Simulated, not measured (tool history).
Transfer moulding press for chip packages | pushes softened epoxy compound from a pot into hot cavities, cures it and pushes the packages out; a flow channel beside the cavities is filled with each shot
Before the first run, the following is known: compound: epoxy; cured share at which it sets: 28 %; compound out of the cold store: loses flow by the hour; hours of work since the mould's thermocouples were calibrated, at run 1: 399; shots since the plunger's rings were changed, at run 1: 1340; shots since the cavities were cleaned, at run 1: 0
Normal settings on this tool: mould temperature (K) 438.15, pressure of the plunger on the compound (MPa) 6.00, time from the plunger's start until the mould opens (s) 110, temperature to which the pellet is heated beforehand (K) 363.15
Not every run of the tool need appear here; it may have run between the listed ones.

run,hour,mould temperature (K),pressure of the plunger on the compound (MPa),time from the plunger's start until the mould opens (s),temperature to which the pellet is heated beforehand (K),hours of work since the mould's thermocouples were calibrated,shots since the plunger's rings were changed,shots since the cavities were cleaned,incoming compound's hours out of the cold store,length that the compound runs in the flow channel (mm),greatest force on the pins that push the packages out (N)
1,0.0,438.15,6.00,110,363.15,399,1340,0,39.3,521,461
2,51.5,438.15,6.00,110,363.15,421,1726,386,43.0,510,748
3,76.5,438.15,6.00,110,363.15,431,1913,573,34.8,531,816
4,107.0,438.15,6.00,110,363.15,444,2141,801,9.4,645,918
5,132.5,438.15,6.00,110,363.15,455,2332,992,40.4,510,866
# hour 138.1: cavities cleaned with cleaning compound and waxed
6,179.8,438.15,6.00,110,363.15,474,2675,312,36.0,526,1008
7,212.2,438.15,6.00,110,363.15,488,2918,555,26.8,560,960
# hour 223.6: cavities cleaned with cleaning compound and waxed, once more
8,251.5,438.15,6.00,110,363.15,504,3202,210,11.9,622,705
9,292.0,438.15,6.00,110,363.15,520,3505,513,18.6,590,812
10,322.2,438.15,6.00,110,363.15,533,3732,740,15.2,604,913
# hour 360.1: cavities cleaned with cleaning compound and waxed
11,360.1,438.15,6.00,110,363.15,548,4004,0,32.1,526,460
12,381.8,438.15,6.00,110,363.15,557,4167,163,33.1,523,651
13,423.3,438.15,6.00,110,363.15,575,4477,473,30.8,522,821
# hour 449.2: plunger's sealing rings changed
14,449.2,438.15,6.00,110,363.15,585,0,649,41.8,524,862
15,495.4,438.15,6.00,110,363.15,604,346,995,13.4,646,938
# hour 501.3: cavities cleaned with cleaning compound and waxed
16,533.8,434.15,6.00,142,363.15,619,622,243,27.5,584,638
17,572.4,444.15,5.11,110,363.15,636,912,533,37.7,483,729
18,623.7,444.15,5.11,110,363.15,657,1295,916,38.0,477,765
# hour 640.2: cavities cleaned with cleaning compound and waxed
19,658.2,444.15,5.11,111,371.15,671,1543,135,20.8,541,514
20,690.9,438.15,6.00,110,369.15,685,1788,380,42.0,509,730
21,715.3,438.15,6.56,110,369.15,695,1970,562,31.6,573,822
22,758.9,438.15,6.56,110,369.15,713,2298,890,36.7,545,899
# hour 763.3: mould's thermocouples calibrated
# hour 778.9: cavities cleaned with cleaning compound and waxed
23,809.0,438.15,6.56,110,369.15,19,2647,226,39.4,535,657
24,832.0,438.15,6.56,110,369.15,28,2819,398,46.2,508,751
25,861.7,431.15,6.00,110,361.15,41,3041,620,45.3,495,1183
26,909.0,438.15,6.00,96,363.15,60,3396,975,36.7,515,1068
# hour 916.5: cavities cleaned with cleaning compound and waxed
27,957.9,435.15,5.12,97,372.15,80,3751,311,44.6,443,996
28,998.8,435.15,5.12,97,372.15,97,4057,617,10.8,575,1301
29,1029.2,431.15,6.76,96,368.15,110,4285,845,9.2,681,1881

Some steps in length that the compound runs in the flow channel (mm) between neighbouring runs. How much of each would the tool show without its hidden state too (settings, what came in, random variation), and how much is left for the hidden state, with any gauge scatter that isn't in both results?
Unlogged tool condition in this case: true mould temperature over the reading, C; pressure that reaches the compound, % of what is set; grip of the stained cavities, % over clean ones'; drift of the gauge itself on flow_mm, %; drift of the gauge itself on push_out_n, %.
Run 4 -> 5: nothing adjusted, nothing logged. length that the compound runs in the flow channel (mm) -135: hidden state +3, all else -138.
Run 13 -> 14: plunger's sealing rings changed. length that the compound runs in the flow channel (mm) +2: hidden state +42, all else -40.
Run 27 -> 28: nothing adjusted, nothing logged. length that the compound runs in the flow channel (mm) +132: hidden state -11, all else +143.
